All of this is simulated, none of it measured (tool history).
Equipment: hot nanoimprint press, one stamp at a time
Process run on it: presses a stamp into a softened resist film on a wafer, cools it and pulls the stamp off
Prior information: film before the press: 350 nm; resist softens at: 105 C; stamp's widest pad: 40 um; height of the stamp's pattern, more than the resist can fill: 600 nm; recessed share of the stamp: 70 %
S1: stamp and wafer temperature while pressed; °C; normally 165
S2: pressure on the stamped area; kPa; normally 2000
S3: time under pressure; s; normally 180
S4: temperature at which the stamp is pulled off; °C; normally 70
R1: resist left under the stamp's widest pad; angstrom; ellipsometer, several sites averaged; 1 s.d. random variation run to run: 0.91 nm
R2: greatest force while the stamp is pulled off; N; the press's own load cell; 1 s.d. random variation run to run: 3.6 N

run   hour   S1    S2   S3  S4    R1   R2
  1      0  165  2000  180  70  1912  251
  2   11.9  165  2000  180  70  1922  258
  3     17  165  2000  180  70  1913  256
  4     25  165  2000  199  70  1843  256
  5   37.1  165  2000  199  70  1855  248
  6   44.7  165  2000  180  70  1919  252
  7   56.1  165  2000  180  65  1927  285
  8   64.3  165  2000  180  65  1921  286
  9   69.4  165  2000  180  65  1931  287
 10   77.7  165  2000  180  65  1932  292
 11   87.6  165  2000  180  70  1920  266
 12   93.7  165  2000  180  70  1912  261
 13  101.4  165  2000  180  70  1924  258
 14  112.2  168  1840  122  71  2001  257
 15  122.6  171  2170  117  72  1680  246
 16  129.2  171  2170  250  68  1303  271
 17  135.9  171  2170  250  68  1294  279
 18  141.6  165  2000  180  70  1937  264
 19  150.6  165  2000  180  63  1941  303
 20    161  174  2000  180  63  1343  308
 21    173  165  2000  174  70  1937  267

Predict the results of run 22:
 22   183  165  2000  174  70   ?   ?

R1: 1937 angstrom
R2: 267 N
On a tool with no hidden condition, and with the same random variation, this run would have come out at R1 1893 angstrom, R2 239 N.
